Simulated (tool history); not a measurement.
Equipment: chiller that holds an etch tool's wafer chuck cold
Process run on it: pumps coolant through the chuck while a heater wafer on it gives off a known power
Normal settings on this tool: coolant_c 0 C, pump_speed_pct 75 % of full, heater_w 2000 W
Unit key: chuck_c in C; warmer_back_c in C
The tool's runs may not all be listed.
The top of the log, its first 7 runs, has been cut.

run,hour,coolant_c,pump_speed_pct,heater_w,chuck_c,warmer_back_c
# hour 742: coolant changed, channels flushed
8,846.6,0,75,2000,16.4,5.29
9,939.7,0,75,2000,16.6,5.24
# hour 959.4: coolant pump overhauled
10,1087.8,0,75,2000,16.9,5.39
11,1220.2,0,75,2000,16.9,5.49
12,1334,0,75,2000,17.2,5.43
13,1448.4,0,75,1490,12.9,4.03
14,1591.3,0,75,2000,17.5,5.46
# hour 1672.4: coolant pump overhauled, once more
15,1743.6,0,75,2000,16.5,4.94
16,1881.5,0,75,2000,16.5,5.03
17,2030.7,-4,67,1032,5.3,2.97
18,2110.6,-8,75,1095,1.3,2.7
19,2282.7,10,89,2326,27.7,4.99
20,2405.9,10,79,2760,32.7,6.61
21,2548.1,10,79,2760,33.1,6.68
22,2631,-7,63,2527,17.1,7.63
23,2756.2,2,66,2683,27,7.77
24,2891.3,0,62,2613,25.4,8.12
25,2986.9,0,93,1157,9.2,2.4
26,3088.2,3,68,2000,21.7,5.69
27,3256.9,3,68,2000,22,5.63
28,3380.9,3,68,2000,21.9,5.76
29,3481.4,-8,75,2829,17.3,7.4
30,3654.2,0,99,2158,16.8,4.27
31,3797.1,0,75,1016,9.5,2.71
32,3875.9,0,75,1016,9.6,2.67

Alternative continuations, all from the tool just after run 32; predict every row:
A,4037,-7,75,1016,?,?
B,4037,-7,90,1016,?,?
C,4037,-7,65,1668,?,?

run,chuck_c,warmer_back_c
A,2.7,2.72
B,1.6,2.2
C,10.1,5.1
Stripped of hidden state, with their random variation kept, the same runs would have yielded:
run,chuck_c,warmer_back_c
A,1.1,2.55
B,0.1,2.06
C,7.6,4.79

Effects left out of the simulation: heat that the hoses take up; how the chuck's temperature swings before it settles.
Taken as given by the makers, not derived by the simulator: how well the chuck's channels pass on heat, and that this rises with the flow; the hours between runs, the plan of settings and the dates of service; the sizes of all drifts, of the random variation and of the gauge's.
